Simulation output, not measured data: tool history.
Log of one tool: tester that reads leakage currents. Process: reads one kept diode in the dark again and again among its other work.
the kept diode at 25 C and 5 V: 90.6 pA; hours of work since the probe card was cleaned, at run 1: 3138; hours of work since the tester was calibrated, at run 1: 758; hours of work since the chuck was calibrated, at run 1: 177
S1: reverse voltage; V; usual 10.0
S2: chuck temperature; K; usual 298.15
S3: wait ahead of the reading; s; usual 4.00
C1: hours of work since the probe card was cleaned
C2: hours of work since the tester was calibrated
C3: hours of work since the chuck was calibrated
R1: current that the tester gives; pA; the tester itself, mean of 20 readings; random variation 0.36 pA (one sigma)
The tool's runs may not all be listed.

| run | hour | S1 | S2 | S3 | C1 | C2 | C3 | R1 |
|---|---|---|---|---|---|---|---|---|
| 1 | 0.0 | 10.0 | 298.15 | 4.00 | 3138 | 758 | 177 | 117.92 |
| 2 | 76.4 | 10.0 | 298.15 | 4.00 | 3172 | 792 | 210 | 118.16 |
| 3 | 135.7 | 10.0 | 298.15 | 1.21 | 3198 | 818 | 237 | 119.86 |
| 4 | 200.6 | 10.0 | 298.15 | 1.21 | 3227 | 847 | 265 | 119.95 |
| 5 | 271.6 | 10.0 | 298.15 | 4.00 | 3258 | 878 | 297 | 118.24 |
| 6 | 351.4 | 10.0 | 298.15 | 4.00 | 3294 | 914 | 332 | 117.09 |
| 7 | 427.3 | 10.0 | 301.15 | 4.00 | 3327 | 947 | 365 | 150.80 |
| 8 | 509.8 | 10.0 | 298.15 | 4.00 | 3364 | 984 | 402 | 118.51 |
| 9 | 569.0 | 10.0 | 298.15 | 4.00 | 3390 | 1010 | 428 | 117.79 |

Forecast run 10:
| 10 | 621.0 | 7.2 | 308.15 | 4.00 | 3413 | 1033 | 451 | ? |

{"run 10": {"R1": 232.92}}
Without the tool's hidden state the same run would have given R1 232.62 pA.
